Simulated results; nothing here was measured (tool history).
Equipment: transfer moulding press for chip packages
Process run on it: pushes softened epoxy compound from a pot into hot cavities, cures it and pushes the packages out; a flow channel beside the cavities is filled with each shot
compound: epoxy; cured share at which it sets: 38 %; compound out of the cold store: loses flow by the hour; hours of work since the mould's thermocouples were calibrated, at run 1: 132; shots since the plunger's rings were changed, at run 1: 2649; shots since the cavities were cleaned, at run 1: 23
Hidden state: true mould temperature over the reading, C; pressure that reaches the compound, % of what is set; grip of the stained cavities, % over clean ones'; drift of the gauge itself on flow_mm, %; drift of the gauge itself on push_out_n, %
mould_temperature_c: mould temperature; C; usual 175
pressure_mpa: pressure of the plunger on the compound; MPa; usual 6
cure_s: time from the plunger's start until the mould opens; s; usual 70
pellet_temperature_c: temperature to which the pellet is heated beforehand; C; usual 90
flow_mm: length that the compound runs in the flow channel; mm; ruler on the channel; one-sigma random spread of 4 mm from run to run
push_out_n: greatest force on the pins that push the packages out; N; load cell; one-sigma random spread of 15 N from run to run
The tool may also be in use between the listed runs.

| run | day | mould_temperature_c | pressure_mpa | cure_s | pellet_temperature_c | hours of work since the mould's thermocouples were calibrated | shots since the plunger's rings were changed | shots since the cavities were cleaned | incoming compound's hours out of the cold store | flow_mm | push_out_n |
|---|---|---|---|---|---|---|---|---|---|---|---|
| 1 | 0 | 175 | 6 | 70 | 90 | 132 | 2649 | 23 | 29.3 | 840 | 738 |
| 2 | 0.729 | 175 | 6 | 70 | 90 | 146 | 2934 | 308 | 17.5 | 880 | 771 |
| 3 | 1.229 | 175 | 6 | 70 | 90 | 155 | 3131 | 505 | 22.2 | 864 | 739 |
| 4 | 1.558 | 175 | 6 | 70 | 90 | 161 | 3259 | 633 | 37.8 | 810 | 727 |
|  | 2.262 | cavities cleaned with cleaning compound and waxed |
| 5 | 2.321 | 175 | 6 | 70 | 90 | 174 | 3533 | 22 | 34.7 | 822 | 705 |
| 6 | 2.692 | 175 | 6 | 70 | 90 | 180 | 3678 | 167 | 42.7 | 810 | 743 |
| 7 | 3.442 | 175 | 6 | 92 | 90 | 194 | 3973 | 462 | 19.2 | 866 | 488 |
| 8 | 3.862 | 175 | 6 | 92 | 90 | 202 | 4137 | 626 | 35.5 | 827 | 494 |
|  | 4.604 | cavities cleaned with cleaning compound and waxed |
| 9 | 4.646 | 175 | 6 | 56 | 90 | 215 | 4420 | 18 | 22.8 | 855 | 1331 |
| 10 | 5.35 | 175 | 6 | 56 | 90 | 228 | 4695 | 293 | 12.1 | 899 | 1408 |
| 11 | 6.054 | 175 | 6 | 60 | 90 | 241 | 4971 | 569 | 23 | 866 | 1124 |
| 12 | 6.496 | 175 | 6 | 60 | 90 | 249 | 5144 | 742 | 32 | 827 | 1085 |
|  | 6.938 | cavities cleaned with cleaning compound and waxed |
| 13 | 7.196 | 175 | 6 | 60 | 90 | 260 | 5393 | 101 | 47.3 | 792 | 992 |
| 14 | 7.938 | 175 | 6 | 70 | 90 | 274 | 5685 | 393 | 18.7 | 875 | 774 |
| 15 | 8.267 | 175 | 6 | 70 | 90 | 280 | 5813 | 521 | 34.8 | 815 | 735 |
|  | 8.592 | plunger's sealing rings changed |
| 16 | 8.792 | 169 | 6 | 70 | 90 | 288 | 79 | 686 | 32.8 | 854 | 1189 |
| 17 | 9.171 | 169 | 6 | 70 | 90 | 294 | 227 | 834 | 45.8 | 812 | 1135 |
|  | 9.35 | cavities cleaned with cleaning compound and waxed |
| 18 | 9.712 | 183 | 6.13 | 67 | 97 | 303 | 414 | 141 | 22.3 | 851 | 525 |
| 19 | 10.3 | 183 | 5.85 | 85 | 87 | 314 | 644 | 371 | 20.8 | 837 | 474 |
| 20 | 10.917 | 183 | 5.59 | 63 | 88 | 325 | 885 | 612 | 14 | 832 | 590 |
|  | 11.7 | cavities cleaned with cleaning compound and waxed |
| 21 | 11.712 | 175 | 6 | 101 | 87 | 339 | 1174 | 6 | 21.7 | 868 | 483 |
| 22 | 12.421 | 175 | 5.35 | 101 | 84 | 352 | 1451 | 283 | 20.2 | 822 | 470 |
| 23 | 13.008 | 175 | 6 | 58 | 98 | 362 | 1680 | 512 | 36.6 | 814 | 1095 |
| 24 | 13.667 | 175 | 6 | 58 | 98 | 374 | 1938 | 770 | 34.2 | 819 | 1150 |
|  | 14.058 | cavities cleaned with cleaning compound and waxed |
| 25 | 14.425 | 175 | 6 | 58 | 98 | 387 | 2211 | 143 | 20.5 | 863 | 1192 |
| 26 | 15.2 | 175 | 6 | 51 | 88 | 401 | 2515 | 447 | 14.2 | 892 | 1713 |
| 27 | 15.821 | 178 | 7.49 | 54 | 85 | 412 | 2757 | 689 | 33.2 | 912 | 1169 |
| 28 | 16.275 | 176 | 7.49 | 54 | 85 | 421 | 2936 | 868 | 13.7 | 995 | 1499 |
|  | 16.408 | cavities cleaned with cleaning compound and waxed |
| 29 | 16.8 | 175 | 5.31 | 80 | 89 | 429 | 3116 | 154 | 37.2 | 773 | 570 |

Measured result minus the same run's result without the hidden state. Both carry the same run-to-run variation, though not necessarily the same gauge scatter:
| run | push_out_n |
|---|---|
| 1 | +1 |
| 2 | +7 |
| 3 | +9 |
| 4 | +10 |
| 5 | +1 |
| 6 | +4 |
| 7 | +6 |
| 8 | +7 |
| 9 | +1 |
| 10 | +12 |
| 11 | +15 |
| 12 | +16 |
| 13 | +4 |
| 14 | +8 |
| 15 | +10 |
| 16 | +17 |
| 17 | +18 |
| 18 | +2 |
| 19 | +5 |
| 20 | +8 |
| 21 | +0 |
| 22 | +4 |
| 23 | +15 |
| 24 | +18 |
| 25 | +6 |
| 26 | +20 |
| 27 | +18 |
| 28 | +24 |
| 29 | +3 |
flow_mm: differs from the measured result by no more than 1 mm in any run.

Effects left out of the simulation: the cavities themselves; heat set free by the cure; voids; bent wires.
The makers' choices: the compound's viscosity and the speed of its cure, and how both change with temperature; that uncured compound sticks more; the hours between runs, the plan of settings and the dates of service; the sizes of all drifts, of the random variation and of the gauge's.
